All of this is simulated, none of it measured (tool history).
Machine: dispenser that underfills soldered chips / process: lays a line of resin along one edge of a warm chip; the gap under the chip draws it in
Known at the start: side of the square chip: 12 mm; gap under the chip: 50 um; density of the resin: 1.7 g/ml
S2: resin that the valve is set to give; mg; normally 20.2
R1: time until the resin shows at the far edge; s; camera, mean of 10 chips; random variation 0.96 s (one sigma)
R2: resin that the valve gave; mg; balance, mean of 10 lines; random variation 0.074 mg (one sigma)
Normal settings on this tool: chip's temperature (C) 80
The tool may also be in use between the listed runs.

run 1 hour=0 | chip's_temperature_(C)=80 S2=20.2 | R1=112 R2=19.73
-- hour=2.8 new syringe of resin
-- hour=12.9 new syringe of resin
run 2 hour=12.9 | chip's_temperature_(C)=80 S2=20.2 | R1=92.2 R2=19.57
-- hour=22.6 new syringe of resin
run 3 hour=26.5 | chip's_temperature_(C)=80 S2=20.2 | R1=102.8 R2=19.59
-- hour=32.4 new syringe of resin
-- hour=42 new syringe of resin
run 4 hour=42 | chip's_temperature_(C)=92 S2=20.2 | R1=61.1 R2=19.41
run 5 hour=49.1 | chip's_temperature_(C)=92 S2=20.2 | R1=75.2 R2=19.26
-- hour=52 new syringe of resin
run 6 hour=56.9 | chip's_temperature_(C)=92 S2=20.2 | R1=70.3 R2=19.39
-- hour=61.9 new syringe of resin
run 7 hour=67 | chip's_temperature_(C)=92 S2=20.2 | R1=70.9 R2=19.33
-- hour=71.4 new syringe of resin
-- hour=81.2 new syringe of resin
run 8 hour=83.4 | chip's_temperature_(C)=92 S2=20.2 | R1=66.3 R2=19.2
-- hour=91.5 new syringe of resin
run 9 hour=96 | chip's_temperature_(C)=92 S2=20.2 | R1=70.9 R2=19.02
-- hour=101.2 new syringe of resin
run 10 hour=109.3 | chip's_temperature_(C)=92 S2=20.2 | R1=77.8 R2=19.06
-- hour=110.7 new syringe of resin
-- hour=119.1 dispensing valve cleaned and set on the balance
-- hour=121.5 new syringe of resin
run 11 hour=121.9 | chip's_temperature_(C)=92 S2=20.2 | R1=63 R2=20.22
run 12 hour=130.1 | chip's_temperature_(C)=92 S2=20.2 | R1=79.3 R2=20.14
-- hour=131.2 new syringe of resin
-- hour=141.6 new syringe of resin
run 13 hour=146.4 | chip's_temperature_(C)=92 S2=20.2 | R1=71.7 R2=19.93
-- hour=151.7 new syringe of resin
run 14 hour=159.1 | chip's_temperature_(C)=92 S2=20.2 | R1=77.2 R2=19.93
-- hour=161.3 new syringe of resin
-- hour=172 new syringe of resin
run 15 hour=172.3 | chip's_temperature_(C)=92 S2=20.2 | R1=62.5 R2=19.81
-- hour=181.7 new syringe of resin
run 16 hour=186.1 | chip's_temperature_(C)=80 S2=18.5 | R1=105.3 R2=18.18
-- hour=191.7 new syringe of resin
run 17 hour=200.4 | chip's_temperature_(C)=80 S2=19.4 | R1=119.9 R2=18.86
-- hour=201.8 new syringe of resin
-- hour=212.5 new syringe of resin
run 18 hour=217.2 | chip's_temperature_(C)=89 S2=20.2 | R1=78.7 R2=19.65
-- hour=222.3 new syringe of resin
-- hour=231.7 new syringe of resin
run 19 hour=233.5 | chip's_temperature_(C)=89 S2=20.2 | R1=71.3 R2=19.46
-- hour=241.8 new syringe of resin
run 20 hour=245.3 | chip's_temperature_(C)=80 S2=18.1 | R1=103.5 R2=17.38
-- hour=251.6 new syringe of resin
run 21 hour=259.3 | chip's_temperature_(C)=81 S2=19.2 | R1=112 R2=18.27
-- hour=261.8 new syringe of resin
-- hour=271.2 new syringe of resin
run 22 hour=271.2 | chip's_temperature_(C)=81 S2=24.7 | R1=87 R2=23.45
-- hour=280.8 new syringe of resin
run 23 hour=281.3 | chip's_temperature_(C)=74 S2=23.2 | R1=113.3 R2=21.88
-- hour=290.5 new syringe of resin
run 24 hour=290.5 | chip's_temperature_(C)=77 S2=25.9 | R1=99.1 R2=24.3
-- hour=300.3 new syringe of resin
run 25 hour=306.9 | chip's_temperature_(C)=87 S2=20.4 | R1=90.5 R2=19.17
-- hour=310.7 new syringe of resin
-- hour=313.7 dispensing valve cleaned and set on the balance
run 26 hour=315.4 | chip's_temperature_(C)=87 S2=20.4 | R1=81.1 R2=20.38
-- hour=321.2 new syringe of resin
run 27 hour=325.6 | chip's_temperature_(C)=87 S2=20.4 | R1=83.8 R2=20.39
-- hour=331.5 new syringe of resin
run 28 hour=337.4 | chip's_temperature_(C)=87 S2=20.4 | R1=89.3 R2=20.33
-- hour=341.6 new syringe of resin
run 29 hour=345.3 | chip's_temperature_(C)=87 S2=20.4 | R1=84.6 R2=20.18
-- hour=352.2 new syringe of resin
-- hour=362 new syringe of resin
run 30 hour=362.6 | chip's_temperature_(C)=87 S2=20.4 | R1=75.6 R2=20.02
-- hour=372.2 new syringe of resin
run 31 hour=377.9 | chip's_temperature_(C)=87 S2=20.4 | R1=87.5 R2=19.94
-- hour=381.7 new syringe of resin
run 32 hour=387.1 | chip's_temperature_(C)=87 S2=20.4 | R1=86.4 R2=19.84
-- hour=391.7 new syringe of resin
-- hour=401.6 new syringe of resin
run 33 hour=402.5 | chip's_temperature_(C)=87 S2=18.6 | R1=77.4 R2=18.07

Measured less the same run without the tool's hidden state. The same run-to-run variation is in both; the gauge's scatter may not be:
Hidden state at play: resin's viscosity, % of fresh resin's; dose that the valve gives, % of what is set; true chip temperature over the reading, C; drift of the gauge itself on fill_s, %; drift of the gauge itself on given_mg, %.
run=1 R1=+21.6 R2=-0.45
run=2 R1=+0.2 R2=-0.53
run=3 R1=+12.7 R2=-0.62
run=4 R1=+0 R2=-0.72
run=5 R1=+14.3 R2=-0.77
run=6 R1=+9.3 R2=-0.82
run=7 R1=+9.5 R2=-0.88
run=8 R1=+4.9 R2=-0.98
run=9 R1=+10.3 R2=-1.06
run=10 R1=+16 R2=-1.15
run=11 R1=+1 R2=-0.03
run=12 R1=+18.1 R2=-0.08
run=13 R1=+9.6 R2=-0.19
run=14 R1=+15.6 R2=-0.29
run=15 R1=+2 R2=-0.37
run=16 R1=+14.6 R2=-0.42
run=17 R1=+28.6 R2=-0.54
run=18 R1=+12.5 R2=-0.66
run=19 R1=+4.7 R2=-0.78
run=20 R1=+11.9 R2=-0.76
run=21 R1=+22.9 R2=-0.9
run=22 R1=+1 R2=-1.25
run=23 R1=+3.5 R2=-1.24
run=24 R1=+2 R2=-1.46
run=25 R1=+17.9 R2=-1.27
run=26 R1=+9.7 R2=-0.05
run=27 R1=+11.4 R2=-0.11
run=28 R1=+16.2 R2=-0.18
run=29 R1=+11.4 R2=-0.23
run=30 R1=+3.4 R2=-0.34
run=31 R1=+14.4 R2=-0.45
run=32 R1=+14.7 R2=-0.51
run=33 R1=+3.4 R2=-0.56
